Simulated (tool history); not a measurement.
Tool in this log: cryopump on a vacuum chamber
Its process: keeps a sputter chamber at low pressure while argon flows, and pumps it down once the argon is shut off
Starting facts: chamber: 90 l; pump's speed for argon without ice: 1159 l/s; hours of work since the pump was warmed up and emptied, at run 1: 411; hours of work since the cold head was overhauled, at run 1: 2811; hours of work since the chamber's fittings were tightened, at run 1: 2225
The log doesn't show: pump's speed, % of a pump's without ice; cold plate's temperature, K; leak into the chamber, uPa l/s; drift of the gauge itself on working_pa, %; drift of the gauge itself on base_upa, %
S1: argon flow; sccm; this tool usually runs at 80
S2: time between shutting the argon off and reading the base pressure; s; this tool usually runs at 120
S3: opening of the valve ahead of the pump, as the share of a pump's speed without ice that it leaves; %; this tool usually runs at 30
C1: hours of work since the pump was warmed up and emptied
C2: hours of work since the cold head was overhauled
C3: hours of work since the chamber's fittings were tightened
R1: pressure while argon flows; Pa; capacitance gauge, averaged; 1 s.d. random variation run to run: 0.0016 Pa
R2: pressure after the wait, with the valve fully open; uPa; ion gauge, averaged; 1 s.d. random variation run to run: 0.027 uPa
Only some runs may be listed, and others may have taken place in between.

run      day   S1   S2  S3    C1    C2    C3      R1    R2
  1        0   80  120  30   411  2811  2225  0.4053   4.1
  2    3.217   80  120  52   457  2857  2271  0.2414  4.31
  3    6.821   80  120  52   508  2909  2322   0.243  4.48
  4   11.692   80  120  52   578  2978  2392  0.2447  4.58
  5   14.196   80  120  52   614  3014  2428   0.246  4.72
  6   16.462   80  120  52   646  3046  2460  0.2468  4.68
  7    19.15   80  120  52   684  3085  2498  0.2486   4.8
  8   24.079   80  120  52   755  3155  2569    0.25  4.99
  9   26.738   80  120  33   793  3193  2607  0.3806  5.13
 10   29.146   80  243  33   827  3227  2641  0.3826  4.78
 11   32.708   80  120  30   878  3278  2692  0.4188  5.41
 12   36.196   80  224  30   928  3328  2742  0.4219  5.08
 13   38.308   80  224  30   958  3358  2772  0.4223  5.04
 14   40.388   80  224  30   987  3388  2801  0.4237  5.27
 15   44.279   80  120  30  1043  3443  2857  0.4281  5.66
 16   47.258   80  120  30  1085  3486  2900  0.4301  5.78
 17   49.396   80   59  30  1116  3516  2930  0.4311  6.81
      51.925  -- pump warmed up, emptied and cooled again
 18   54.512   80   59  30    37  3586  3000  0.3953  5.97
      56.046  -- leaking fittings of the chamber tightened, without venting
 19   57.104   80   59  30    73  3622    15  0.3945  2.25
 20   62.021   62   22  30   143  3692    85  0.3105  5.78
 21   65.612   93  178  30   194  3744   136  0.4632  1.15
 22    70.35  106   29  19   262  3811   204  0.8302  4.61
 23   74.767  106   29  19   325  3874   267  0.8244  4.67
 24   78.558  106   57  22   379  3928   321  0.7248  2.84
 25   83.133  116   57  54   444  3994   387   0.337  2.83
 26     86.4  116   57  54   491  4040   433  0.3415  2.83
 27   88.875   77   98  24   526  4075   468  0.4934  2.13
 28   91.262   33  181  24   560  4110   503  0.2093  1.64
 29   95.679   33  181  24   623  4173   566  0.2092  1.72
 30   97.733  146   62  56   653  4202   595  0.4243     3
 31  101.242   78   52  23   703  4252   645  0.5189  3.45
 32  104.575   46   97  30   750  4300   693  0.2394  2.43
 33  106.904   46   97  23   783  4333   726  0.3069  2.53
 34  109.579   60  120  21   822  4371   764  0.4374  2.42
 35  113.954   60  120  21   884  4433   826  0.4442  2.49

Results per run with the tool's hidden condition removed, run-to-run variation unchanged:
run      R1    R2
  1  0.3899  1.15
  2  0.2246  1.22
  3  0.2245  1.23
  4  0.2241  1.23
  5  0.2242  1.23
  6   0.224  1.22
  7  0.2244  1.22
  8  0.2237  1.23
  9  0.3528  1.24
 10  0.3536  0.76
 11  0.3879  1.24
 12  0.3891  0.77
 13  0.3883  0.76
 14  0.3886   0.8
 15  0.3905  1.21
 16  0.3907   1.2
 17  0.3905  2.19
 18  0.3894  2.25
 19  0.3876   2.2
 20  0.3036  5.64
 21  0.4511  0.93
 22  0.8139  4.32
 23  0.8056  4.29
 24  0.7035  2.37
 25  0.3111  2.28
 26  0.3135  2.23
 27  0.4734  1.44
 28  0.2004  0.91
 29  0.1993   0.9
 30  0.3787  2.13
 31  0.4931  2.48
 32  0.2233  1.41
 33  0.2901  1.43
 34  0.4144  1.24
 35  0.4192  1.21

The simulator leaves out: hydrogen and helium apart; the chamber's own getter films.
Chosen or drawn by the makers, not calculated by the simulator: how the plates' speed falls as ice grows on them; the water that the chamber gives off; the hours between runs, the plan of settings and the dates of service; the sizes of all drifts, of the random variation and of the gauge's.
